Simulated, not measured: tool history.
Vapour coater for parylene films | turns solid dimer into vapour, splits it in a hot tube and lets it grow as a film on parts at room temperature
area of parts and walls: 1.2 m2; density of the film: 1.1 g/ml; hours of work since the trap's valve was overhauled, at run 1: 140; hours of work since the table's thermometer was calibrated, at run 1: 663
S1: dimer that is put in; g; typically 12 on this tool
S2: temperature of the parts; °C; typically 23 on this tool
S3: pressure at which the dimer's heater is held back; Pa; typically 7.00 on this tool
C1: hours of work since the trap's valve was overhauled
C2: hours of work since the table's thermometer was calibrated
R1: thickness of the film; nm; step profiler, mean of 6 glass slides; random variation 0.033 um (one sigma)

run    hour  S1  S2     S3   C1    C2    R1
  1     0.0  12  23   7.00  140   663  4230
  2    47.0  12  23   7.00  161   685  4220
  3   111.7  12  23   7.00  191   714  4220
  4   186.5  12  23   7.00  225   748  4140
  5   255.5  12  23   7.00  256   780  4190
  6   301.7  12  17   7.00  277   801  4950
  7   342.2  12  17   7.00  296   819  4920
  8   399.5  12  17   7.00  322   845  4970
  9   478.4  19  23   7.00  358   881  6450
 10   546.0  19  23   7.00  388   912  6470
 11   621.3  19  23   7.00  423   946  6470
 12   702.1  19  23   7.00  460   983  6350
 13   754.6  19  23   7.00  483  1007  6490
 14   795.8  19  23   7.00  502  1026  6450
      832.1  -- trap's valve overhauled
      833.1  -- table's thermometer calibrated
 15   852.3  19  23   7.00    9     9  6630
 16   910.2  19  23   7.00   35    35  6680
 17   975.9  12  23   7.00   65    65  4230
 18  1049.1  12  22   7.00   98    98  4300
 19  1111.3  12  23   6.77  127   127  4170
 20  1161.3  12  23   6.77  150   150  4190
 21  1230.0  11  23   6.77  181   181  3820
 22  1314.2  12  23   7.00  219   219  4070
 23  1368.3   7  25   3.30  244   244  2530
 24  1405.1   7  25   8.67  261   261  2180
 25  1453.8  12  18   6.24  283   283  4860
 26  1534.1  12  17   7.59  319   319  4730
 27  1598.3   6  34   2.42  349   349  1710
 28  1668.4   6  34   2.42  381   381  1730
 29  1750.3   7  17   6.61  418   418  2810
 30  1812.4  12  30   5.04  446   446  3380
 31  1895.6   9  17  10.78  484   484  3340
 32  1946.9   9  17  10.78  507   507  3360
     1973.1  -- trap's valve overhauled
 33  1991.3  11  25  10.78    8   526  3470
 34  2028.2  14  25   8.18   25   543  4590
 35  2104.0  14  25   8.18   60   577  4590
 36  2144.1   6  25   8.18   78   595  1940
 37  2193.8  20  23   2.42  101   618  8280
 38  2250.9   5  17   8.11  127   644  2060
 39  2326.6   5  17   8.11  161   679  2080
 40  2373.0  12  15   8.11  182   700  5130
 41  2410.8  12  24   3.62  199   717  4520
 42  2488.7  17  18   3.14  235   752  7760
 43  2555.5  17  18   3.14  265   783  7750

What if the next run were any one of these 5? Each begins from the tool's condition after run 43:
  A  2640.3   7  18  5.94  304  822   ?
  B  2640.3  17  17  3.14  304  822   ?
  C  2640.3  22  31  4.98  304  822   ?
  D  2640.3  12  18  8.76  304  822   ?
  E  2640.3  17  32  3.14  304  822   ?

run    R1
  A  2880
  B  7970
  C  6400
  D  4600
  E  5150
Had the tool no hidden state, the same runs would have come out as:
run    R1
  A  2940
  B  8150
  C  6540
  D  4700
  E  5270
